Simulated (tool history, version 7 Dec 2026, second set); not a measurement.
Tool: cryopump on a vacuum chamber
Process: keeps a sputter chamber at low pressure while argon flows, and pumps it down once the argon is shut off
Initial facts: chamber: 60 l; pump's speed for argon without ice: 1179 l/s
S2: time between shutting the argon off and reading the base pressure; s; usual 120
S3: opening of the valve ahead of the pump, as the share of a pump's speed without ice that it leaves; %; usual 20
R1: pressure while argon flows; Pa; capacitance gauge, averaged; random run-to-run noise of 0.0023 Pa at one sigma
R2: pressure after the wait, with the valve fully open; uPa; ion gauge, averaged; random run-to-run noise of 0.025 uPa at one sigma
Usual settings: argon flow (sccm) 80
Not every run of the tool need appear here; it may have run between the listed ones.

run 1 day=0 | argon_flow_(sccm)=80 S2=120 S3=20 | R1=0.592 R2=1.08
run 2 day=2.975 | argon_flow_(sccm)=80 S2=120 S3=20 | R1=0.6012 R2=1.14
run 3 day=5.088 | argon_flow_(sccm)=80 S2=120 S3=21 | R1=0.572 R2=1.21
run 4 day=7.604 | argon_flow_(sccm)=80 S2=120 S3=21 | R1=0.5754 R2=1.24
run 5 day=10.208 | argon_flow_(sccm)=80 S2=120 S3=21 | R1=0.5837 R2=1.3
-- day=10.712 pump warmed up, emptied and cooled again
run 6 day=12.296 | argon_flow_(sccm)=80 S2=120 S3=21 | R1=0.5523 R2=1.14
run 7 day=14.308 | argon_flow_(sccm)=80 S2=120 S3=21 | R1=0.5543 R2=1.2
run 8 day=17.242 | argon_flow_(sccm)=80 S2=120 S3=21 | R1=0.5563 R2=1.2
run 9 day=20.533 | argon_flow_(sccm)=80 S2=120 S3=21 | R1=0.5626 R2=1.33
run 10 day=23.704 | argon_flow_(sccm)=80 S2=120 S3=21 | R1=0.57 R2=1.4
run 11 day=25.317 | argon_flow_(sccm)=80 S2=120 S3=20 | R1=0.5949 R2=1.4
run 12 day=28.383 | argon_flow_(sccm)=80 S2=120 S3=20 | R1=0.6054 R2=1.45
run 13 day=32.283 | argon_flow_(sccm)=80 S2=120 S3=20 | R1=0.6119 R2=1.48
-- day=34.575 pump warmed up, emptied and cooled again
run 14 day=35.829 | argon_flow_(sccm)=80 S2=120 S3=20 | R1=0.5786 R2=1.39
run 15 day=37.617 | argon_flow_(sccm)=80 S2=120 S3=20 | R1=0.5783 R2=1.4
run 16 day=40.112 | argon_flow_(sccm)=80 S2=120 S3=20 | R1=0.584 R2=1.41
run 17 day=41.862 | argon_flow_(sccm)=80 S2=120 S3=20 | R1=0.5877 R2=1.48
run 18 day=44.912 | argon_flow_(sccm)=80 S2=82 S3=20 | R1=0.5944 R2=1.89
run 19 day=47.721 | argon_flow_(sccm)=52 S2=59 S3=33 | R1=0.2443 R2=2.31
run 20 day=49.879 | argon_flow_(sccm)=66 S2=29 S3=40 | R1=0.2606 R2=3.96
run 21 day=53.838 | argon_flow_(sccm)=66 S2=29 S3=40 | R1=0.2692 R2=3.85
run 22 day=56.404 | argon_flow_(sccm)=62 S2=93 S3=20 | R1=0.4748 R2=2.01
-- day=58.4 pump warmed up, emptied and cooled again
run 23 day=60.379 | argon_flow_(sccm)=62 S2=32 S3=41 | R1=0.2231 R2=3.58
run 24 day=62.312 | argon_flow_(sccm)=121 S2=191 S3=41 | R1=0.4384 R2=1.27
run 25 day=64.696 | argon_flow_(sccm)=121 S2=191 S3=41 | R1=0.4435 R2=1.42
run 26 day=66.554 | argon_flow_(sccm)=121 S2=191 S3=41 | R1=0.4471 R2=1.41
run 27 day=70.358 | argon_flow_(sccm)=121 S2=191 S3=41 | R1=0.4595 R2=1.53
run 28 day=73.733 | argon_flow_(sccm)=121 S2=191 S3=41 | R1=0.4631 R2=1.56
run 29 day=76.967 | argon_flow_(sccm)=121 S2=191 S3=41 | R1=0.4738 R2=1.71
run 30 day=80.104 | argon_flow_(sccm)=121 S2=191 S3=41 | R1=0.4863 R2=1.8
-- day=81.971 pump warmed up, emptied and cooled again
run 31 day=81.971 | argon_flow_(sccm)=121 S2=191 S3=41 | R1=0.4301 R2=1.48
run 32 day=85.562 | argon_flow_(sccm)=121 S2=191 S3=41 | R1=0.4419 R2=1.57
run 33 day=88.275 | argon_flow_(sccm)=33 S2=191 S3=41 | R1=0.1221 R2=1.59

What if the next run were any one of these 3? Each begins from the tool's condition after run 33:
run A day=91.542 | argon_flow_(sccm)=99 S2=120 S3=20 | R1=? R2=?
run B day=91.542 | argon_flow_(sccm)=33 S2=21 S3=27 | R1=? R2=?
run C day=91.542 | argon_flow_(sccm)=71 S2=263 S3=17 | R1=? R2=?

run=A R1=0.732 R2=1.98
run=B R1=0.1846 R2=5.09
run=C R1=0.6142 R2=1.58
What these runs would have given with no unlogged condition in the tool:
run=A R1=0.7071 R2=0.98
run=B R1=0.1762 R2=4.15
run=C R1=0.5964 R2=0.59
